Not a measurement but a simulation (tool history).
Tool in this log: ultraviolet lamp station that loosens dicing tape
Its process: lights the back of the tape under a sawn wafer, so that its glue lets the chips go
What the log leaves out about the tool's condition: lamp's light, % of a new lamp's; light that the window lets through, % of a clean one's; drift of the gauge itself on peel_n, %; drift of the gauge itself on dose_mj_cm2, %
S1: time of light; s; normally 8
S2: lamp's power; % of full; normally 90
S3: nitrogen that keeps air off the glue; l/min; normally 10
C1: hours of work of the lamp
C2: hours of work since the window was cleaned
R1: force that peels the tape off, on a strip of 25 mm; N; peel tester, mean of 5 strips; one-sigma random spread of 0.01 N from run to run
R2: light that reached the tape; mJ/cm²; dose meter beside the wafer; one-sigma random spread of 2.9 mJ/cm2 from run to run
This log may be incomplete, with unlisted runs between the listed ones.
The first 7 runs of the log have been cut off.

run 8 hour=86.2 | S1=8 S2=90 S3=15 | C1=343 C2=87 | R1=0.519 R2=350
run 9 hour=95.7 | S1=8 S2=90 S3=10 | C1=350 C2=93 | R1=0.654 R2=353
run 10 hour=104.9 | S1=8 S2=90 S3=10 | C1=356 C2=99 | R1=0.664 R2=344
run 11 hour=115.6 | S1=8 S2=90 S3=10 | C1=364 C2=107 | R1=0.657 R2=344
run 12 hour=130.0 | S1=8 S2=90 S3=10 | C1=374 C2=117 | R1=0.686 R2=344
run 13 hour=138.2 | S1=8 S2=90 S3=10 | C1=379 C2=123 | R1=0.714 R2=338
run 14 hour=153.5 | S1=8 S2=90 S3=10 | C1=390 C2=133 | R1=0.725 R2=340
run 15 hour=169.1 | S1=13 S2=90 S3=10 | C1=401 C2=144 | R1=0.247 R2=548
run 16 hour=183.9 | S1=13 S2=90 S3=10 | C1=411 C2=154 | R1=0.247 R2=543
run 17 hour=193.0 | S1=13 S2=90 S3=10 | C1=417 C2=161 | R1=0.263 R2=536
run 18 hour=204.3 | S1=13 S2=90 S3=10 | C1=425 C2=168 | R1=0.258 R2=533
run 19 hour=220.4 | S1=8 S2=67 S3=10 | C1=437 C2=180 | R1=1.391 R2=244
run 20 hour=234.5 | S1=4 S2=65 S3=10 | C1=446 C2=189 | R1=3.918 R2=116
run 21 hour=243.5 | S1=8 S2=61 S3=17 | C1=453 C2=196 | R1=1.387 R2=216
run 22 hour=252.7 | S1=4 S2=92 S3=19 | C1=459 C2=202 | R1=2.199 R2=167
run 23 hour=263.9 | S1=5 S2=90 S3=18 | C1=467 C2=210 | R1=1.594 R2=202
run 24 hour=271.9 | S1=5 S2=90 S3=18 | C1=472 C2=215 | R1=1.634 R2=202
run 25 hour=289.1 | S1=13 S2=68 S3=17 | C1=484 C2=227 | R1=0.392 R2=389
run 26 hour=302.9 | S1=8 S2=83 S3=19 | C1=494 C2=237 | R1=0.740 R2=288
run 27 hour=317.7 | S1=9 S2=83 S3=11 | C1=504 C2=247 | R1=0.739 R2=321
run 28 hour=331.5 | S1=13 S2=72 S3=4 | C1=514 C2=257 | R1=0.892 R2=397
run 29 hour=345.1 | S1=13 S2=98 S3=19 | C1=523 C2=266 | R1=0.223 R2=542
run 30 hour=362.5 | S1=13 S2=98 S3=19 | C1=535 C2=278 | R1=0.224 R2=533
run 31 hour=372.7 | S1=10 S2=68 S3=7 | C1=542 C2=285 | R1=1.241 R2=282
run 32 hour=379.8 | S1=6 S2=64 S3=18 | C1=547 C2=290 | R1=2.310 R2=165

Run 33 is up next; what results do you expect?
run 33 hour=390.4 | S1=15 S2=76 S3=10 | C1=555 C2=298 | R1=? R2=?

Run 33 gave R1 0.338 N, R2 470 mJ/cm².
Had the tool carried no hidden state, the very same run would have given R1 0.203 N, R2 654 mJ/cm².

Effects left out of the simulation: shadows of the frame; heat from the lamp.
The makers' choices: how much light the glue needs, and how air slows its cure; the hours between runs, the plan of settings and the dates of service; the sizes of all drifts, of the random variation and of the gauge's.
